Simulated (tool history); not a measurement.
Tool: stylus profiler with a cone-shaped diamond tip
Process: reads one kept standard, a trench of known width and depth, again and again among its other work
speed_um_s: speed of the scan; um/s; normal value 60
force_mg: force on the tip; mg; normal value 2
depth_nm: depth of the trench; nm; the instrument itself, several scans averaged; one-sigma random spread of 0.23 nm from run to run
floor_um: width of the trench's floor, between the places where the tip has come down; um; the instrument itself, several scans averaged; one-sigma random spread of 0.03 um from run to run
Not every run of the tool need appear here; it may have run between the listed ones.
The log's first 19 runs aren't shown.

run     day  speed_um_s  force_mg  depth_nm  floor_um
 20  22.333         164      0.81   1011.68     40.24
 21   23.15         213      2.69   1022.08     40.71
 22  23.946          67      5.29   1032.67      41.6
 23  24.667          38      2.11    1019.2     41.53
 24  26.154          38      2.11   1019.22     41.53
     26.342  -- height scale calibrated on a step standard, once more
 25  26.958          38      2.11   1015.21     41.54
     28.112  -- new tip fitted, height scale calibrated
 26  28.429         113      0.82   1008.45     42.95
 27  29.588         119      2.14   1015.78     43.33
 28  30.729         119      2.14      1016     43.29
 29  31.867          36      2.14   1016.06     43.75
 30  32.754          46      1.01   1009.96     43.45
 31  33.962          46      1.01   1009.95     43.49
 32  35.008          46      1.01   1009.96     43.42
 33  35.912         169      2.02   1015.84     42.71
 34  36.596         169      2.02   1015.42     42.75

Alternative continuations, all from the tool just after run 34; predict every row:
  A  37.275          20         2         ?         ?
  B  37.275         169       2.4         ?         ?
  C  37.275         149         2         ?         ?
  D  37.275         147      2.92         ?         ?
  E  37.275         167      3.26         ?         ?

run  depth_nm  floor_um
  A   1015.69     43.63
  B   1017.65     42.78
  C   1015.68     42.81
  D   1019.93     43.02
  E   1021.48     42.93
Stripped of hidden state, with their random variation kept, the same runs would have yielded:
run  depth_nm  floor_um
  A   1015.13     43.88
  B    1017.1     43.03
  C   1015.12     43.06
  D   1019.37     43.27
  E   1020.92     43.18

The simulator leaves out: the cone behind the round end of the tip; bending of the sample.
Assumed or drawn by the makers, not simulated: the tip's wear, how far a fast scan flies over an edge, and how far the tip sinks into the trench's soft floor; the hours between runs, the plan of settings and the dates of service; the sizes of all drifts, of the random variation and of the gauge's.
